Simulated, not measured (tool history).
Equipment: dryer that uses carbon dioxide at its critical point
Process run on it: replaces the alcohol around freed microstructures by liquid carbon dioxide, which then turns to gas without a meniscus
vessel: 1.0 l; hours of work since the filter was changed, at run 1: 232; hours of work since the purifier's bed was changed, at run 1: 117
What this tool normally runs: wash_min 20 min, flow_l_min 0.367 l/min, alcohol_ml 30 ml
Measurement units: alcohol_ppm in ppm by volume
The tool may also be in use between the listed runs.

run	hour	wash_min	flow_l_min	alcohol_ml	hours of work since the filter was changed	hours of work since the purifier's bed was changed	alcohol_ppm
1	0	20	0.367	30	232	117	122
2	7.6	20	0.367	30	235	119	119
3	21	20	0.367	30	239	123	127
4	32.3	20	0.367	30	242	126	125
5	38.5	20	0.367	30	244	128	123
6	46.5	20	0.367	30	246	131	138
7	54.5	20	0.367	71	249	133	281
8	62.2	20	0.25	30	251	135	666
9	76.9	20	0.367	99	255	140	376
10	87.1	20	0.367	99	258	143	391
11	98.4	20	0.367	99	262	146	392
12	112.6	20	0.367	30	266	151	137
13	126.7	20	0.367	30	270	155	144
14	141	20	0.335	30	275	159	203
15	147.2	20	0.335	30	276	161	222
16	154.5	20	0.335	30	279	163	204
17	164.4	20	0.367	30	282	166	146
18	179.5	20	0.367	30	286	171	147
19	188.2	20	0.367	30	289	173	156
20	202.1	20	0.367	30	293	177	152
21	214.1	20	0.367	30	297	181	146
22	224.1	20	0.367	30	300	184	153
23	235.5	20	0.367	45	303	187	213
24	243.2	20	0.367	45	305	190	216
# hour 247: inlet filter changed
25	256.1	18	0.528	30	3	193	47
26	266.6	20	0.557	37	6	196	41
27	280.6	13	0.338	34	10	201	852
28	292.5	20	0.257	55	14	204	742
29	307.5	14	0.401	75	18	209	685
30	314	20	0.488	99	20	211	61
31	328.9	20	0.367	99	25	215	231
32	341.7	13	0.367	93	28	219	1704
33	348.3	22	0.323	76	30	221	226
34	360.3	13	0.365	113	34	225	2184
35	372.8	13	0.365	113	38	228	2113
36	386.7	13	0.365	113	42	232	2211
37	397.8	13	0.365	113	45	236	2189
38	405	13	0.365	113	47	238	2238
39	417.7	13	0.365	113	51	242	2181
40	429.4	13	0.365	113	55	245	2219
41	443.6	14	0.278	27	59	250	1122
42	452.9	20	0.367	30	62	252	109
43	459.7	20	0.367	30	64	254	113
44	469.3	20	0.225	116	67	257	2775
45	481.1	20	0.225	21	70	261	531
46	492.9	20	0.225	21	74	264	554
47	505.2	20	0.225	21	78	268	566
48	513.9	20	0.225	21	80	271	552

Here are 3 independent what-if runs from the current tool condition. What would each one return?
A	527.4	18	0.347	30	84	275	?
B	527.4	22	0.279	73	84	275	?
C	527.4	20	0.597	97	84	275	?

run	alcohol_ppm
A	222
B	522
C	52
Without the tool's hidden state the same runs would have given:
run	alcohol_ppm
A	148
B	398
C	9
